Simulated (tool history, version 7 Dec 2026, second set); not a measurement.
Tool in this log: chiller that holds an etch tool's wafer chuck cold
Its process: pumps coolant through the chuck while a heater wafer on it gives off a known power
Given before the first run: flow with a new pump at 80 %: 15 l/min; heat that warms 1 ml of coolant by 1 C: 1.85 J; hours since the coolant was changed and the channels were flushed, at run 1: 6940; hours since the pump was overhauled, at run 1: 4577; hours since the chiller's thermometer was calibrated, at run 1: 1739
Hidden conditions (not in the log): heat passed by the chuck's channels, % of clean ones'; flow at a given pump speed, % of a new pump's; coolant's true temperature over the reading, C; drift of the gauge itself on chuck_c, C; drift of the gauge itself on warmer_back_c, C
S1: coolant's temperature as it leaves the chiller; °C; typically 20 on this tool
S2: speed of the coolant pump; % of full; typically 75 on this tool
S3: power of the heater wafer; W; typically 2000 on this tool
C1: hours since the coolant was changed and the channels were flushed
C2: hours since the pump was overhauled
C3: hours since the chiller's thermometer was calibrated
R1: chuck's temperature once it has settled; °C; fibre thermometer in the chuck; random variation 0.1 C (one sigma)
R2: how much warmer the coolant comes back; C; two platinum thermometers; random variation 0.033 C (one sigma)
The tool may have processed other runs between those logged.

run	hour	S1	S2	S3	C1	C2	C3	R1	R2
1	0	20	75	2000	6940	4577	1739	41.5	5.02
2	65.5	20	75	2000	7006	4643	1804	41.5	5.04
3	143.9	20	75	2000	7084	4721	1883	41.6	5.01
4	251.9	20	75	2000	7192	4829	1991	41.6	5.09
5	320.7	20	75	2000	7261	4898	2059	41.8	5.02
6	384.6	20	75	2000	7325	4962	2123	41.9	5.1
7	481	20	75	2000	7421	5058	2220	41.6	5.11
# hour 487.7: chiller's thermometer calibrated
8	536.4	20	75	2000	7476	5112	49	41.5	5.09
9	626.9	19	75	2000	7566	5203	139	40.7	5.11
10	735.6	18	75	2000	7675	5312	248	39.7	5.1
11	797.1	18	75	2000	7736	5373	309	39.7	5.07
12	909.7	15	75	2000	7849	5486	422	36.9	5.18
13	997.5	24	75	1506	7937	5573	510	40.3	3.85
14	1070.8	24	69	1808	8010	5647	583	45.3	5.16
15	1179.1	14	82	2000	8118	5755	691	34.5	4.69
16	1270.6	28	65	2222	8210	5847	783	55.7	6.76
17	1332.5	12	75	1300	8272	5909	845	26.5	3.33
18	1411.9	15	61	1397	8351	5988	924	33.5	4.51
# hour 1430.8: coolant changed, channels flushed
19	1490	15	61	1397	59	6060	996	31.7	4.5

Run 20 comes next. What will it give?
20	1583.2	13	62	2676	152	6153	1090	?	?

Run 20 yielded R1 44.8 °C, R2 8.56 C.
With no hidden state in the tool, this same run would have given R1 41.7 °C, R2 7.63 C.
